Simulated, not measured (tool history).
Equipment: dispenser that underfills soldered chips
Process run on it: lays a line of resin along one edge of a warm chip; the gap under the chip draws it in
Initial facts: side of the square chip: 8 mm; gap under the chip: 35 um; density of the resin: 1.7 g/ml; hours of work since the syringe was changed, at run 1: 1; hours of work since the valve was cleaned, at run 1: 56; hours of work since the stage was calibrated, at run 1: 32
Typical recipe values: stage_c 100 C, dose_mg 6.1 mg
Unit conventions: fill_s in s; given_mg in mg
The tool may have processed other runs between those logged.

run   hour  stage_c  dose_mg  hours of work since the syringe was changed  hours of work since the valve was cleaned  hours of work since the stage was calibrated  fill_s  given_mg
  1      0      100      6.1                                            1                                         56                                            32    29.8      5.79
  2    6.8      100      6.1                                            5                                         60                                            36    35.4      5.81
      11.4  -- new syringe of resin
  3   16.1      100      6.1                                            3                                         66                                            42    32.9      5.71
      24.1  -- new syringe of resin
  4   24.4      100      6.1                                            0                                         72                                            47    29.3       5.7
  5   34.1       89      6.1                                            7                                         78                                            54    61.8      5.68
      37.4  -- new syringe of resin
  6   40.4       89      6.1                                            2                                         82                                            58    51.9      5.56
  7   46.1       89      6.1                                            6                                         86                                            61    61.7      5.64
      50.7  -- new syringe of resin
  8     51       89      6.1                                            0                                         89                                            65    47.4      5.65
  9   56.2      100     6.74                                            4                                         92                                            68    32.6      6.21
      63.6  -- new syringe of resin
 10   65.7       90     5.32                                            1                                         98                                            74    49.3      4.81
 11   69.8       90     5.32                                            4                                        101                                            77    56.1      4.84
      76.5  -- new syringe of resin
 12   79.4       88      6.1                                            2                                        107                                            83      55      5.48
 13   88.8      112     6.85                                            8                                        113                                            89    24.1      6.13
      89.7  -- new syringe of resin
 14   97.1      112     6.85                                            5                                        118                                            94    21.1      6.09
 15  101.3       92      7.2                                            8                                        121                                            97    57.4       6.4

Here are 4 independent what-if runs from the current tool condition. What would each one return?
     102.5  -- new syringe of resin
  A  111.4      104     5.78                                            6                                        128                                           103       ?         ?
     102.5  -- new syringe of resin
  B  111.4       86     6.09                                            6                                        128                                           103       ?         ?
     102.5  -- new syringe of resin
  C  111.4      100      7.2                                            6                                        128                                           103       ?         ?
     102.5  -- new syringe of resin
  D  111.4       93     7.12                                            6                                        128                                           103       ?         ?

run  fill_s  given_mg
  A    32.2       5.1
  B    69.8      5.44
  C    37.6      6.36
  D    51.3      6.26
With no hidden state in the tool, these same runs would have given:
run  fill_s  given_mg
  A    24.2      5.79
  B    52.5      6.16
  C    28.8      7.21
  D    39.2       7.1
